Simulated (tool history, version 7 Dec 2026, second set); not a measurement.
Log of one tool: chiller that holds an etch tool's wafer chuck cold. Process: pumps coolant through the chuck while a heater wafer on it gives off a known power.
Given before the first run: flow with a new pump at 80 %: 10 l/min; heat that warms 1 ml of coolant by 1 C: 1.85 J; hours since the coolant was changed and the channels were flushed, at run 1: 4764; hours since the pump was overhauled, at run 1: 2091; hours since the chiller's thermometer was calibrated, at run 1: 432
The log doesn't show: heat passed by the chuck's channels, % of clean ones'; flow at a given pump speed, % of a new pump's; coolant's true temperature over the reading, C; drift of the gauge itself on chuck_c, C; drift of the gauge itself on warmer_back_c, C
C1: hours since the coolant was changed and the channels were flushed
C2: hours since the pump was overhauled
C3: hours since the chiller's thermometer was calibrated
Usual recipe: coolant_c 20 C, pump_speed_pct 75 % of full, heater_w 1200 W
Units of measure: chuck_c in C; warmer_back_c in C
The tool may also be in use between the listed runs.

run 1 hour=0.0 | coolant_c=20 pump_speed_pct=75 heater_w=1200 | C1=4764 C2=2091 C3=432 | chuck_c=33.6 warmer_back_c=4.29
run 2 hour=94.4 | coolant_c=20 pump_speed_pct=75 heater_w=1200 | C1=4859 C2=2185 C3=526 | chuck_c=33.7 warmer_back_c=4.31
run 3 hour=207.8 | coolant_c=20 pump_speed_pct=75 heater_w=1200 | C1=4972 C2=2298 C3=640 | chuck_c=33.7 warmer_back_c=4.32
run 4 hour=323.6 | coolant_c=20 pump_speed_pct=75 heater_w=1200 | C1=5088 C2=2414 C3=756 | chuck_c=33.7 warmer_back_c=4.28
run 5 hour=430.6 | coolant_c=20 pump_speed_pct=75 heater_w=1200 | C1=5195 C2=2521 C3=863 | chuck_c=33.8 warmer_back_c=4.24
run 6 hour=515.6 | coolant_c=20 pump_speed_pct=75 heater_w=1200 | C1=5280 C2=2606 C3=948 | chuck_c=33.9 warmer_back_c=4.27
run 7 hour=603.6 | coolant_c=20 pump_speed_pct=75 heater_w=623 | C1=5368 C2=2694 C3=1036 | chuck_c=27.5 warmer_back_c=2.26
run 8 hour=692.1 | coolant_c=20 pump_speed_pct=75 heater_w=896 | C1=5456 C2=2783 C3=1124 | chuck_c=30.6 warmer_back_c=3.20
run 9 hour=771.3 | coolant_c=20 pump_speed_pct=75 heater_w=896 | C1=5536 C2=2862 C3=1203 | chuck_c=30.7 warmer_back_c=3.22
run 10 hour=883.4 | coolant_c=20 pump_speed_pct=75 heater_w=896 | C1=5648 C2=2974 C3=1315 | chuck_c=30.6 warmer_back_c=3.21
run 11 hour=1004.3 | coolant_c=20 pump_speed_pct=75 heater_w=1200 | C1=5769 C2=3095 C3=1436 | chuck_c=34.2 warmer_back_c=4.31
run 12 hour=1144.1 | coolant_c=20 pump_speed_pct=80 heater_w=1200 | C1=5908 C2=3235 C3=1576 | chuck_c=33.6 warmer_back_c=4.06
run 13 hour=1247.7 | coolant_c=20 pump_speed_pct=80 heater_w=1200 | C1=6012 C2=3338 C3=1680 | chuck_c=33.9 warmer_back_c=4.04
run 14 hour=1328.9 | coolant_c=20 pump_speed_pct=75 heater_w=1200 | C1=6093 C2=3419 C3=1761 | chuck_c=34.6 warmer_back_c=4.38
run 15 hour=1460.0 | coolant_c=20 pump_speed_pct=75 heater_w=1200 | C1=6224 C2=3551 C3=1892 | chuck_c=34.6 warmer_back_c=4.37
run 16 hour=1587.3 | coolant_c=20 pump_speed_pct=75 heater_w=1200 | C1=6352 C2=3678 C3=2019 | chuck_c=34.5 warmer_back_c=4.40
run 17 hour=1676.7 | coolant_c=20 pump_speed_pct=75 heater_w=1200 | C1=6441 C2=3767 C3=2109 | chuck_c=34.8 warmer_back_c=4.36
run 18 hour=1802.1 | coolant_c=14 pump_speed_pct=75 heater_w=799 | C1=6566 C2=3893 C3=2234 | chuck_c=23.8 warmer_back_c=2.90
run 19 hour=1949.1 | coolant_c=14 pump_speed_pct=99 heater_w=1309 | C1=6713 C2=4040 C3=2381 | chuck_c=27.1 warmer_back_c=3.61
run 20 hour=2026.0 | coolant_c=14 pump_speed_pct=98 heater_w=1309 | C1=6790 C2=4117 C3=2458 | chuck_c=27.4 warmer_back_c=3.71
run 21 hour=2131.8 | coolant_c=14 pump_speed_pct=85 heater_w=1309 | C1=6896 C2=4222 C3=2564 | chuck_c=29.0 warmer_back_c=4.30
run 22 hour=2244.1 | coolant_c=14 pump_speed_pct=85 heater_w=1309 | C1=7008 C2=4335 C3=2676 | chuck_c=29.0 warmer_back_c=4.23
run 23 hour=2377.5 | coolant_c=10 pump_speed_pct=75 heater_w=1200 | C1=7142 C2=4468 C3=2809 | chuck_c=25.3 warmer_back_c=4.46
run 24 hour=2522.3 | coolant_c=20 pump_speed_pct=67 heater_w=1592 | C1=7287 C2=4613 C3=2954 | chuck_c=41.8 warmer_back_c=6.64
-- hour=2578.0 chiller's thermometer calibrated
run 25 hour=2642.9 | coolant_c=13 pump_speed_pct=74 heater_w=883 | C1=7406 C2=4732 C3=65 | chuck_c=24.1 warmer_back_c=3.31
run 26 hour=2710.9 | coolant_c=19 pump_speed_pct=83 heater_w=1233 | C1=7474 C2=4800 C3=133 | chuck_c=33.3 warmer_back_c=4.13
run 27 hour=2809.9 | coolant_c=20 pump_speed_pct=62 heater_w=815 | C1=7573 C2=4899 C3=232 | chuck_c=31.8 warmer_back_c=3.69
run 28 hour=2925.0 | coolant_c=20 pump_speed_pct=62 heater_w=815 | C1=7688 C2=5015 C3=347 | chuck_c=31.9 warmer_back_c=3.68
run 29 hour=3004.6 | coolant_c=20 pump_speed_pct=79 heater_w=1555 | C1=7768 C2=5094 C3=427 | chuck_c=39.1 warmer_back_c=5.49
run 30 hour=3076.1 | coolant_c=20 pump_speed_pct=79 heater_w=1555 | C1=7839 C2=5166 C3=498 | chuck_c=38.9 warmer_back_c=5.51
-- hour=3089.2 coolant changed, channels flushed
run 31 hour=3161.0 | coolant_c=20 pump_speed_pct=64 heater_w=670 | C1=72 C2=5245 C3=577 | chuck_c=27.9 warmer_back_c=2.99

Selected run-to-run steps in chuck_c, each split into two signed amounts: the part the tool would show with no hidden state at all (from settings, incoming material and random variation), and the remainder, which goes to the hidden state together with any gauge scatter not common to the measured and the hidden-state-free results:
Run 23 -> 24: coolant_c 10 -> 20, pump_speed_pct 75 -> 67, heater_w 1200 -> 1592. chuck_c +16.5 C: hidden state +1.5, all else +15.0.
Run 24 -> 25: coolant_c 20 -> 13, pump_speed_pct 67 -> 74, heater_w 1592 -> 883, chiller's thermometer calibrated. chuck_c -17.7 C: hidden state -2.6, all else -15.1.
Run 28 -> 29: pump_speed_pct 62 -> 79, heater_w 815 -> 1555. chuck_c +7.2 C: hidden state +1.7, all else +5.5.
Run 30 -> 31: pump_speed_pct 79 -> 64, heater_w 1555 -> 670, coolant changed, channels flushed. chuck_c -11.0 C: hidden state -3.9, all else -7.1.
